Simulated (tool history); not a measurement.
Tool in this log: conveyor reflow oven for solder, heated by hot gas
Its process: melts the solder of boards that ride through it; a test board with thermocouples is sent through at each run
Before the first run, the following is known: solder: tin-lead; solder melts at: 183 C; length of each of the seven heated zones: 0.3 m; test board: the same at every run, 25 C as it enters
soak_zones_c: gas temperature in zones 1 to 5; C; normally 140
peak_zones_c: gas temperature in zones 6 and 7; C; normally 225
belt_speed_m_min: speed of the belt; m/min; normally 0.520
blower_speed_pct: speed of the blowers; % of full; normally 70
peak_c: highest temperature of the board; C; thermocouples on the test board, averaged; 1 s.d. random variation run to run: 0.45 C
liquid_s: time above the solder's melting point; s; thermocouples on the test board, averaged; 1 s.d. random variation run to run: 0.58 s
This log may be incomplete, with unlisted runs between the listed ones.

run	hour	soak_zones_c	peak_zones_c	belt_speed_m_min	blower_speed_pct	peak_c	liquid_s
1	0.0	140	225	0.520	70	208.6	45.9
2	76.4	140	225	0.520	70	208.3	46.3
3	136.2	140	225	0.520	70	209.0	46.2
4	200.6	140	225	0.520	70	208.1	46.8
5	236.7	140	225	0.520	70	208.9	45.5
6	287.5	140	225	0.571	70	205.4	38.9
# hour 354.2: flux residue cleaned out of gas plates and filters
7	377.4	140	225	0.571	70	204.2	36.8
8	450.6	140	225	0.571	70	203.6	35.9
9	525.6	140	225	0.571	59	201.9	34.7
10	590.7	140	225	0.571	59	201.2	33.4
11	636.0	140	225	0.571	59	202.3	34.2
12	673.4	140	225	0.520	70	207.3	43.2
13	708.1	140	225	0.520	57	206.0	40.9
14	755.5	140	225	0.520	57	204.2	41.3
15	805.5	140	225	0.520	70	207.0	43.6
# hour 875.4: flux residue cleaned out of gas plates and filters, once more
16	882.3	140	225	0.520	70	211.9	48.6
17	964.5	128	225	0.520	70	209.8	43.1
18	1026.1	128	225	0.520	70	209.5	44.8
19	1101.4	128	225	0.520	70	209.4	44.0
20	1167.0	128	222	0.512	70	206.5	43.5
21	1221.1	128	222	0.512	70	207.3	43.1
22	1285.9	128	222	0.581	70	202.4	32.4
23	1336.6	148	213	0.520	70	201.7	44.6
24	1374.4	140	218	0.611	70	199.7	30.5
25	1408.8	137	225	0.520	55	208.6	44.7
26	1491.8	144	225	0.520	71	211.2	51.3
# hour 1540.0: belt drive overhauled, speed set with a stopwatch
27	1544.4	130	225	0.476	71	210.1	48.9
28	1583.9	140	225	0.527	70	209.5	45.8
# hour 1660.3: flux residue cleaned out of gas plates and filters
29	1663.0	129	239	0.503	57	220.9	54.2
30	1743.9	132	225	0.520	66	210.6	43.2

What if the next run were any one of these 3? Each begins from the tool's condition after run 30:
A	1824.3	137	219	0.520	70	?	?
B	1824.3	132	224	0.520	66	?	?
C	1824.3	132	227	0.582	66	?	?

run	peak_c	liquid_s
A	205.7	43.0
B	208.9	42.9
C	208.2	36.8
With the hidden condition removed and each run's random variation left untouched, the same runs would have given:
run	peak_c	liquid_s
A	204.1	41.4
B	207.3	41.4
C	206.7	35.5
